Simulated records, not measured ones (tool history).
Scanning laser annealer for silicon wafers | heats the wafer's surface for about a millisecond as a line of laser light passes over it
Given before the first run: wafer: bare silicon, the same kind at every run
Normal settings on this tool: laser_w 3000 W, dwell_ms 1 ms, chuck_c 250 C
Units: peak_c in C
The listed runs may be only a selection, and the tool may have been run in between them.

Run 1, hour 0: usual settings. Result: peak_c 953 C.
Run 2, hour 19.7: usual settings. Result: peak_c 949 C.
Run 3, hour 58.5: usual settings. Result: peak_c 947 C.
Run 4, hour 88.9: usual settings. Result: peak_c 948 C.
Run 5, hour 106.6: usual settings but chuck_c 258 C. Result: peak_c 954 C.
Run 6, hour 128.9: usual settings but chuck_c 258 C. Result: peak_c 954 C.
Run 7, hour 162.6: usual settings but laser_w 2708 W, chuck_c 258 C. Result: peak_c 871 C.
Run 8, hour 196: usual settings but laser_w 2708 W, chuck_c 258 C. Result: peak_c 867 C.
Run 9, hour 229.6: usual settings but laser_w 2708 W, chuck_c 258 C. Result: peak_c 865 C.
Run 10, hour 266.6: usual settings but laser_w 2708 W, chuck_c 258 C. Result: peak_c 866 C.
Run 11, hour 305.1: usual settings but laser_w 2708 W, chuck_c 258 C. Result: peak_c 864 C.
Run 12, hour 333.7: usual settings but laser_w 3158 W, dwell_ms 1.08 ms, chuck_c 217 C. Result: peak_c 983 C.
Run 13, hour 353: usual settings but laser_w 3119 W, dwell_ms 0.72 ms, chuck_c 247 C. Result: peak_c 844 C.
Run 14, hour 394.5: usual settings but laser_w 3287 W, dwell_ms 1.09 ms, chuck_c 256 C. Result: peak_c 1063 C.
Run 15, hour 414.5: usual settings but laser_w 3287 W, dwell_ms 1.09 ms, chuck_c 256 C. Result: peak_c 1060 C.
Run 16, hour 450.1: usual settings but laser_w 3287 W, dwell_ms 1.09 ms, chuck_c 256 C. Result: peak_c 1062 C.
Run 17, hour 474.8: usual settings but laser_w 3073 W, dwell_ms 0.93 ms, chuck_c 253 C. Result: peak_c 927 C.
Run 18, hour 502.4: usual settings but laser_w 3073 W, dwell_ms 0.93 ms, chuck_c 253 C. Result: peak_c 926 C.

Measured less the same run without the tool's hidden state. The same run-to-run variation is in both; the gauge's scatter may not be:
Hidden state at play: light that passes the window, % of a clean one's; laser's true power over the reading, %; width of the line over the set one, %; drift of the gauge itself on peak_c, C.
run  peak_c
  1     -15
  2     -16
  3     -18
  4     -19
  5     -20
  6     -20
  7     -19
  8     -20
  9     -21
 10     -23
 11     -23
 12     -31
 13     -25
 14     -35
 15     -36
 16     -38
 17     -32
 18     -33
